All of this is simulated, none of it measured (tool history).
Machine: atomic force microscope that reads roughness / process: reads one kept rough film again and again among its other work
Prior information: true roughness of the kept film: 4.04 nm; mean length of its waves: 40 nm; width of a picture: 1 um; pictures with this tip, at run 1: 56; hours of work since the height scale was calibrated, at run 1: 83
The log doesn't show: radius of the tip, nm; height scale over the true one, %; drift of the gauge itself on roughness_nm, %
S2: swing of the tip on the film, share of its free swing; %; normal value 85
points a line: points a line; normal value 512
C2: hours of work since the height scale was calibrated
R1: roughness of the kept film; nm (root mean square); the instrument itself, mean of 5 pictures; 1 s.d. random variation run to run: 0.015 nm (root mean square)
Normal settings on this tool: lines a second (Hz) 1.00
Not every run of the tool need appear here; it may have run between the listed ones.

{"run": 1, "hour": 0.0, "lines a second (Hz)": 1.0, "S2": 85, "points a line": 512, "pictures with this tip": 56, "C2": 83, "R1": 3.408}
{"run": 2, "hour": 9.4, "lines a second (Hz)": 1.0, "S2": 85, "points a line": 512, "pictures with this tip": 69, "C2": 87, "R1": 3.432}
{"run": 3, "hour": 17.4, "lines a second (Hz)": 1.0, "S2": 85, "points a line": 512, "pictures with this tip": 79, "C2": 91, "R1": 3.363}
{"run": 4, "hour": 29.4, "lines a second (Hz)": 1.0, "S2": 66, "points a line": 512, "pictures with this tip": 95, "C2": 96, "R1": 3.438}
{"run": 5, "hour": 41.1, "lines a second (Hz)": 1.0, "S2": 85, "points a line": 444, "pictures with this tip": 111, "C2": 101, "R1": 3.301}
{"run": 6, "hour": 52.4, "lines a second (Hz)": 1.0, "S2": 85, "points a line": 512, "pictures with this tip": 126, "C2": 105, "R1": 3.308}
{"run": 7, "hour": 57.4, "lines a second (Hz)": 1.0, "S2": 85, "points a line": 512, "pictures with this tip": 132, "C2": 107, "R1": 3.283}
{"run": 8, "hour": 63.8, "lines a second (Hz)": 1.0, "S2": 85, "points a line": 512, "pictures with this tip": 141, "C2": 110, "R1": 3.27}
{"run": 9, "hour": 70.9, "lines a second (Hz)": 1.0, "S2": 85, "points a line": 512, "pictures with this tip": 150, "C2": 113, "R1": 3.242}
{"run": 10, "hour": 81.6, "lines a second (Hz)": 1.0, "S2": 85, "points a line": 512, "pictures with this tip": 165, "C2": 118, "R1": 3.212}
{"run": 11, "hour": 87.2, "lines a second (Hz)": 1.0, "S2": 85, "points a line": 512, "pictures with this tip": 172, "C2": 120, "R1": 3.198}
{"run": 12, "hour": 95.3, "lines a second (Hz)": 1.0, "S2": 85, "points a line": 512, "pictures with this tip": 183, "C2": 123, "R1": 3.179}
{"run": 13, "hour": 107.2, "lines a second (Hz)": 1.0, "S2": 85, "points a line": 512, "pictures with this tip": 199, "C2": 128, "R1": 3.142}
{"run": 14, "hour": 114.0, "lines a second (Hz)": 1.0, "S2": 85, "points a line": 512, "pictures with this tip": 208, "C2": 131, "R1": 3.131}
{"run": 15, "hour": 124.3, "lines a second (Hz)": 2.2, "S2": 85, "points a line": 512, "pictures with this tip": 221, "C2": 136, "R1": 3.003}
{"run": 16, "hour": 129.5, "lines a second (Hz)": 1.0, "S2": 85, "points a line": 512, "pictures with this tip": 228, "C2": 138, "R1": 3.116}
{"run": 17, "hour": 139.3, "lines a second (Hz)": 1.0, "S2": 85, "points a line": 512, "pictures with this tip": 241, "C2": 142, "R1": 3.087}
{"run": 18, "hour": 146.2, "lines a second (Hz)": 1.0, "S2": 85, "points a line": 512, "pictures with this tip": 251, "C2": 145, "R1": 3.032}
{"run": 19, "hour": 154.0, "lines a second (Hz)": 1.0, "S2": 85, "points a line": 512, "pictures with this tip": 261, "C2": 148, "R1": 3.035}
{"run": 20, "hour": 163.1, "lines a second (Hz)": 1.0, "S2": 85, "points a line": 746, "pictures with this tip": 273, "C2": 152, "R1": 3.01}
{"run": 21, "hour": 170.6, "lines a second (Hz)": 1.0, "S2": 85, "points a line": 746, "pictures with this tip": 283, "C2": 155, "R1": 2.999}
{"run": 22, "hour": 180.8, "lines a second (Hz)": 1.0, "S2": 85, "points a line": 746, "pictures with this tip": 297, "C2": 159, "R1": 2.973}
{"run": 23, "hour": 185.8, "lines a second (Hz)": 1.0, "S2": 85, "points a line": 746, "pictures with this tip": 303, "C2": 162, "R1": 2.961}
{"run": 24, "hour": 195.1, "lines a second (Hz)": 1.0, "S2": 82, "points a line": 512, "pictures with this tip": 316, "C2": 166, "R1": 2.964}
{"run": 25, "hour": 204.6, "lines a second (Hz)": 3.75, "S2": 85, "points a line": 839, "pictures with this tip": 328, "C2": 170, "R1": 2.685}
{"run": 26, "hour": 212.6, "lines a second (Hz)": 2.67, "S2": 85, "points a line": 839, "pictures with this tip": 339, "C2": 173, "R1": 2.752}
{"run": 27, "hour": 220.1, "lines a second (Hz)": 2.67, "S2": 85, "points a line": 839, "pictures with this tip": 349, "C2": 176, "R1": 2.733}
{"run": 28, "hour": 227.2, "lines a second (Hz)": 2.67, "S2": 85, "points a line": 839, "pictures with this tip": 359, "C2": 179, "R1": 2.73}
{"run": 29, "hour": 237.3, "lines a second (Hz)": 0.77, "S2": 85, "points a line": 465, "pictures with this tip": 372, "C2": 183, "R1": 2.885}
{"hour": 238.5, "done": "new tip fitted"}
{"run": 30, "hour": 244.8, "lines a second (Hz)": 0.77, "S2": 88, "points a line": 516, "pictures with this tip": 8, "C2": 186, "R1": 3.514}
{"run": 31, "hour": 251.4, "lines a second (Hz)": 0.77, "S2": 88, "points a line": 516, "pictures with this tip": 17, "C2": 189, "R1": 3.501}
{"run": 32, "hour": 262.1, "lines a second (Hz)": 3.73, "S2": 79, "points a line": 279, "pictures with this tip": 31, "C2": 194, "R1": 3.235}
{"run": 33, "hour": 272.9, "lines a second (Hz)": 1.0, "S2": 77, "points a line": 512, "pictures with this tip": 46, "C2": 198, "R1": 3.452}
{"run": 34, "hour": 280.1, "lines a second (Hz)": 1.0, "S2": 77, "points a line": 512, "pictures with this tip": 55, "C2": 201, "R1": 3.4}
{"run": 35, "hour": 288.4, "lines a second (Hz)": 1.0, "S2": 77, "points a line": 512, "pictures with this tip": 66, "C2": 205, "R1": 3.401}
{"run": 36, "hour": 295.6, "lines a second (Hz)": 1.0, "S2": 85, "points a line": 695, "pictures with this tip": 76, "C2": 208, "R1": 3.367}
{"run": 37, "hour": 301.0, "lines a second (Hz)": 0.81, "S2": 63, "points a line": 762, "pictures with this tip": 83, "C2": 210, "R1": 3.423}
{"run": 38, "hour": 311.7, "lines a second (Hz)": 1.0, "S2": 71, "points a line": 315, "pictures with this tip": 97, "C2": 215, "R1": 3.373}
{"run": 39, "hour": 317.5, "lines a second (Hz)": 2.87, "S2": 70, "points a line": 512, "pictures with this tip": 105, "C2": 217, "R1": 3.26}
{"run": 40, "hour": 325.3, "lines a second (Hz)": 2.71, "S2": 85, "points a line": 526, "pictures with this tip": 116, "C2": 220, "R1": 3.096}
{"run": 41, "hour": 336.2, "lines a second (Hz)": 2.71, "S2": 85, "points a line": 526, "pictures with this tip": 130, "C2": 225, "R1": 3.073}
{"run": 42, "hour": 342.7, "lines a second (Hz)": 2.49, "S2": 73, "points a line": 404, "pictures with this tip": 139, "C2": 228, "R1": 3.18}
{"run": 43, "hour": 354.5, "lines a second (Hz)": 1.0, "S2": 81, "points a line": 512, "pictures with this tip": 154, "C2": 233, "R1": 3.202}
{"run": 44, "hour": 365.7, "lines a second (Hz)": 1.0, "S2": 85, "points a line": 913, "pictures with this tip": 169, "C2": 237, "R1": 3.181}
{"run": 45, "hour": 374.1, "lines a second (Hz)": 1.61, "S2": 58, "points a line": 340, "pictures with this tip": 180, "C2": 241, "R1": 3.216}
{"run": 46, "hour": 379.6, "lines a second (Hz)": 1.11, "S2": 70, "points a line": 260, "pictures with this tip": 188, "C2": 243, "R1": 3.197}
{"run": 47, "hour": 388.5, "lines a second (Hz)": 1.11, "S2": 70, "points a line": 260, "pictures with this tip": 200, "C2": 247, "R1": 3.151}
{"run": 48, "hour": 393.4, "lines a second (Hz)": 0.82, "S2": 77, "points a line": 953, "pictures with this tip": 206, "C2": 249, "R1": 3.159}

The logged runs with the hidden state left out (each run's random variation unchanged):
run=1 R1=3.518
run=2 R1=3.572
run=3 R1=3.524
run=4 R1=3.638
run=5 R1=3.525
run=6 R1=3.564
run=7 R1=3.549
run=8 R1=3.555
run=9 R1=3.543
run=10 R1=3.542
run=11 R1=3.542
run=12 R1=3.544
run=13 R1=3.538
run=14 R1=3.544
run=15 R1=3.423
run=16 R1=3.564
run=17 R1=3.559
run=18 R1=3.517
run=19 R1=3.540
run=20 R1=3.536
run=21 R1=3.541
run=22 R1=3.538
run=23 R1=3.539
run=24 R1=3.568
run=25 R1=3.252
run=26 R1=3.355
run=27 R1=3.348
run=28 R1=3.361
run=29 R1=3.575
run=30 R1=3.555
run=31 R1=3.562
run=32 R1=3.323
run=33 R1=3.580
run=34 R1=3.547
run=35 R1=3.569
run=36 R1=3.557
run=37 R1=3.631
run=38 R1=3.609
run=39 R1=3.504
run=40 R1=3.351
run=41 R1=3.352
run=42 R1=3.488
run=43 R1=3.540
run=44 R1=3.550
run=45 R1=3.613
run=46 R1=3.609
run=47 R1=3.582
run=48 R1=3.601

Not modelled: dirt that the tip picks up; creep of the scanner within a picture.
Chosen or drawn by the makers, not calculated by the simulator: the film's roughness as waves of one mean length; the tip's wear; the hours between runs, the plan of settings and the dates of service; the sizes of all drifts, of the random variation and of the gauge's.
